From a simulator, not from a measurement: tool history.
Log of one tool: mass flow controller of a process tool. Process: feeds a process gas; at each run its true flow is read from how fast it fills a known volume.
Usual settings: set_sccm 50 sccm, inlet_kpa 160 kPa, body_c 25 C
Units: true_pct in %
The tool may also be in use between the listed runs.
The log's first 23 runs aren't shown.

| run | hour | set_sccm | inlet_kpa | body_c | true_pct |
|---|---|---|---|---|---|
| 24 | 3700.1 | 29 | 177 | 27 | 100.09 |
| 25 | 3851.6 | 26 | 220 | 38 | 99.04 |
| 26 | 4029.4 | 24 | 142 | 25 | 100.62 |
| 27 | 4239.2 | 24 | 142 | 25 | 100.62 |
| 28 | 4422.0 | 24 | 142 | 25 | 100.76 |
| 29 | 4615.8 | 16 | 172 | 29 | 100.68 |
| 30 | 4832.3 | 50 | 180 | 25 | 100.06 |
| 31 | 4960.3 | 18 | 180 | 25 | 100.94 |
| 32 | 5129.6 | 17 | 171 | 20 | 101.42 |
| 33 | 5318.2 | 37 | 221 | 25 | 100.03 |
| 34 | 5523.9 | 16 | 153 | 20 | 101.81 |

Forecast each of these 3 alternatives for the next run:
| A | 5682.1 | 50 | 160 | 26 | ? |
| B | 5682.1 | 18 | 182 | 28 | ? |
| C | 5682.1 | 33 | 160 | 32 | ? |

| run | true_pct |
|---|---|
| A | 100.01 |
| B | 100.78 |
| C | 99.77 |
Without the tool's hidden state the same runs would have given:
| run | true_pct |
|---|---|
| A | 99.79 |
| B | 99.49 |
| C | 99.25 |
